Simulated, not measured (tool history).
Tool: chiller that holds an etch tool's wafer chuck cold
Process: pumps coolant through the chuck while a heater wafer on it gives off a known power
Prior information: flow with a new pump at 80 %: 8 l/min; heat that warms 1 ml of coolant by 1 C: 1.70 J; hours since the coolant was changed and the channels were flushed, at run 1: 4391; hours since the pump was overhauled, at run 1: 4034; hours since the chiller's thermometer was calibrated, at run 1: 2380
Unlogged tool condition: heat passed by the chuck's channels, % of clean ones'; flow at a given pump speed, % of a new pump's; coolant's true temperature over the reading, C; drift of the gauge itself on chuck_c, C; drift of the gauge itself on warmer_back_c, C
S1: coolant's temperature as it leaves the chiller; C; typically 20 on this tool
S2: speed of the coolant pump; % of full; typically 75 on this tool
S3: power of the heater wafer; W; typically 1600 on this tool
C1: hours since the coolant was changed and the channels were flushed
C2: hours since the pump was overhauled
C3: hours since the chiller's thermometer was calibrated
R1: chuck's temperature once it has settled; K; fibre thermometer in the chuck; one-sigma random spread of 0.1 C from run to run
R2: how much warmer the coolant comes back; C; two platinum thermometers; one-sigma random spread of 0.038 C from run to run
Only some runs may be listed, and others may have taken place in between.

run    hour  S1  S2    S3    C1    C2    C3      R1     R2
  1       0  20  75  1600  4391  4034  2380  318.55   8.69
  2   131.1  20  67  1600  4522  4165  2511  320.45   9.74
  3   250.2  20  75  1600  4641  4284  2630  318.95   8.67
  4   409.6  20  75  1600  4801  4444  2790  319.15   8.72
  5   608.2  20  75  1600  4999  4642  2988  319.45   8.84
  6   796.4  20  75  1600  5187  4830  3176  319.35   8.81
  7   907.9  12  78  1600  5299  4942  3288  311.25   8.43
  8  1068.8  18  70  2394  5460  5103  3449  332.55  14.22
  9  1251.4  18  70  2394  5642  5285  3631  332.85  14.34
     1392.9  -- chiller's thermometer calibrated
 10  1468.3  18  70  2394  5858  5501    75  332.35  14.42
     1568.2  -- coolant changed, channels flushed
 11    1611  18  70  2394    43  5638   212  327.75  14.51
 12  1716.6  15  75  1487   148  5744   318  310.15   8.46

3 ways to go on from here, each from the tool as it stands after run 12. What would each give?
  A  1810.9  24  62  1600  243  5838  412   ?   ?
  B  1810.9  26  88  1313  243  5838  412   ?   ?
  C  1810.9  23  75  1600  243  5838  412   ?   ?

run      R1     R2
  A  323.95  11.07
  B  317.05   6.33
  C  320.05   9.02
Without the tool's unlogged condition, the same runs would have read:
run      R1    R2
  A  320.95  9.23
  B  315.15  5.27
  C  317.45  7.52

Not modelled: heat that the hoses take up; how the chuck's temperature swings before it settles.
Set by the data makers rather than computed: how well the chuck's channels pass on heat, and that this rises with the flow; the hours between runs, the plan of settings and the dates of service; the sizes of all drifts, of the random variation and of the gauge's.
